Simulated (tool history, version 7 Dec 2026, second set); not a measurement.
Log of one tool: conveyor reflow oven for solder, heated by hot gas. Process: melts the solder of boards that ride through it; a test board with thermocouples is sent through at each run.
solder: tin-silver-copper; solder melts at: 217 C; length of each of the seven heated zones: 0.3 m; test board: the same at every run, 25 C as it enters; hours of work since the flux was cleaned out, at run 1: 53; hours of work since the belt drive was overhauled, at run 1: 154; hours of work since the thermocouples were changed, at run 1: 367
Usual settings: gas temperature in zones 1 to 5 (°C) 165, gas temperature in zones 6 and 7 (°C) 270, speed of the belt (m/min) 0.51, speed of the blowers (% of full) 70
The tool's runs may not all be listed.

| run | hour | gas temperature in zones 1 to 5 (°C) | gas temperature in zones 6 and 7 (°C) | speed of the belt (m/min) | speed of the blowers (% of full) | hours of work since the flux was cleaned out | hours of work since the belt drive was overhauled | hours of work since the thermocouples were changed | highest temperature of the board (°C) | time above the solder's melting point (s) |
|---|---|---|---|---|---|---|---|---|---|---|
| 1 | 0 | 165 | 270 | 0.51 | 70 | 53 | 154 | 367 | 243.1 | 40.8 |
| 2 | 14.4 | 165 | 270 | 0.51 | 70 | 59 | 161 | 373 | 243 | 40.5 |
| 3 | 40.5 | 165 | 270 | 0.51 | 70 | 72 | 173 | 386 | 243 | 41.1 |
| 4 | 64.7 | 172 | 270 | 0.51 | 70 | 83 | 185 | 397 | 244.6 | 44.3 |
| 5 | 89.1 | 165 | 270 | 0.51 | 86 | 95 | 196 | 409 | 248.4 | 47 |
| 6 | 106.7 | 165 | 270 | 0.51 | 86 | 103 | 205 | 417 | 248.2 | 46.8 |
| 7 | 122.2 | 165 | 270 | 0.51 | 86 | 111 | 212 | 424 | 248.1 | 46.4 |
|  | 128 | belt drive overhauled, speed set with a stopwatch |
| 8 | 153.9 | 165 | 270 | 0.51 | 70 | 124 | 12 | 438 | 242.4 | 40.3 |
| 9 | 172 | 158 | 263 | 0.51 | 70 | 132 | 21 | 446 | 235.3 | 31.3 |
| 10 | 186.9 | 165 | 284 | 0.44 | 56 | 139 | 28 | 453 | 253.4 | 57.2 |
|  | 201.1 | belt drive overhauled, speed set with a stopwatch, once more |
| 11 | 215.3 | 165 | 284 | 0.44 | 56 | 151 | 7 | 465 | 253.4 | 56.5 |
| 12 | 228.2 | 165 | 284 | 0.44 | 56 | 157 | 13 | 471 | 253.2 | 56.1 |
| 13 | 243.3 | 160 | 265 | 0.513 | 56 | 164 | 20 | 478 | 229.4 | 22.4 |
| 14 | 261.8 | 160 | 265 | 0.513 | 56 | 173 | 29 | 487 | 229.6 | 22.6 |
| 15 | 278.1 | 160 | 279 | 0.491 | 57 | 181 | 37 | 495 | 242.9 | 39.6 |

3 ways to go on from here, each from the tool as it stands after run 15. What would each give?
| A | 294.9 | 174 | 260 | 0.51 | 60 | 189 | 44 | 503 | ? | ? |
| B | 294.9 | 160 | 279 | 0.491 | 64 | 189 | 44 | 503 | ? | ? |
| C | 294.9 | 175 | 270 | 0.51 | 70 | 189 | 44 | 503 | ? | ? |

| run | highest temperature of the board (°C) | time above the solder's melting point (s) |
|---|---|---|
| A | 232.3 | 30.4 |
| B | 246.4 | 43.6 |
| C | 244.1 | 45 |
Without the tool's hidden state the same runs would have given:
| run | highest temperature of the board (°C) | time above the solder's melting point (s) |
|---|---|---|
| A | 234.8 | 34 |
| B | 249.3 | 46.2 |
| C | 246.9 | 47.6 |

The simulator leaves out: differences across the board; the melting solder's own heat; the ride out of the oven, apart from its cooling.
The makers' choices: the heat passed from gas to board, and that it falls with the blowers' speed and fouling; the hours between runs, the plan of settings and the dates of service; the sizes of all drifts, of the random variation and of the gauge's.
